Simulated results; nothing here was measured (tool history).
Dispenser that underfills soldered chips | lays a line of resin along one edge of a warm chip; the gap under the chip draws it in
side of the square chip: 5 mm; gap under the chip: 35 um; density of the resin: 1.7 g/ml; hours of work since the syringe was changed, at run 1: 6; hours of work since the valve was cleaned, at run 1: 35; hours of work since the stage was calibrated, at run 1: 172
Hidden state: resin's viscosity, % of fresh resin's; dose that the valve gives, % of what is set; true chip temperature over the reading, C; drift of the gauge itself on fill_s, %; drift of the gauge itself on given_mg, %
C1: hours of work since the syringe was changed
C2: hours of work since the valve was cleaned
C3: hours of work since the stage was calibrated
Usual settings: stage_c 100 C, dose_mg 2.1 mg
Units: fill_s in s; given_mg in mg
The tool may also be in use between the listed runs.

run 1 hour=0 | stage_c=100 dose_mg=2.1 | C1=6 C2=35 C3=172 | fill_s=64.7 given_mg=2.08
-- hour=1.2 new syringe of resin
run 2 hour=7.4 | stage_c=100 dose_mg=2.1 | C1=4 C2=40 C3=177 | fill_s=58.9 given_mg=2.07
-- hour=10.6 new syringe of resin
run 3 hour=14.3 | stage_c=100 dose_mg=2.1 | C1=3 C2=45 C3=182 | fill_s=49.9 given_mg=2.08
-- hour=20.3 new syringe of resin
run 4 hour=21.3 | stage_c=100 dose_mg=2.1 | C1=1 C2=49 C3=187 | fill_s=43.8 given_mg=2.05
run 5 hour=27.1 | stage_c=100 dose_mg=2.1 | C1=5 C2=54 C3=191 | fill_s=59.1 given_mg=2.05
-- hour=29.6 new syringe of resin
run 6 hour=35.6 | stage_c=100 dose_mg=2.1 | C1=4 C2=59 C3=197 | fill_s=56.7 given_mg=2.04
-- hour=39.1 new syringe of resin
run 7 hour=39.9 | stage_c=110 dose_mg=1.8 | C1=1 C2=62 C3=199 | fill_s=34.6 given_mg=1.78
run 8 hour=43.4 | stage_c=92 dose_mg=2.43 | C1=3 C2=65 C3=202 | fill_s=62.7 given_mg=2.36
-- hour=48.5 new syringe of resin
run 9 hour=50 | stage_c=86 dose_mg=2.1 | C1=1 C2=69 C3=207 | fill_s=65.6 given_mg=2.04
run 10 hour=55.1 | stage_c=86 dose_mg=2.1 | C1=5 C2=73 C3=210 | fill_s=88.1 given_mg=2.03

The next listed run, before its measurement:
-- hour=57.8 new syringe of resin
run 11 hour=61.2 | stage_c=86 dose_mg=2.1 | C1=2 C2=77 C3=214 | fill_s=? given_mg=?

fill_s: 71.6 s
given_mg: 2.03 mg
Without the tool's hidden state the same run would have given fill_s 61.1 s, given_mg 2.1 mg.

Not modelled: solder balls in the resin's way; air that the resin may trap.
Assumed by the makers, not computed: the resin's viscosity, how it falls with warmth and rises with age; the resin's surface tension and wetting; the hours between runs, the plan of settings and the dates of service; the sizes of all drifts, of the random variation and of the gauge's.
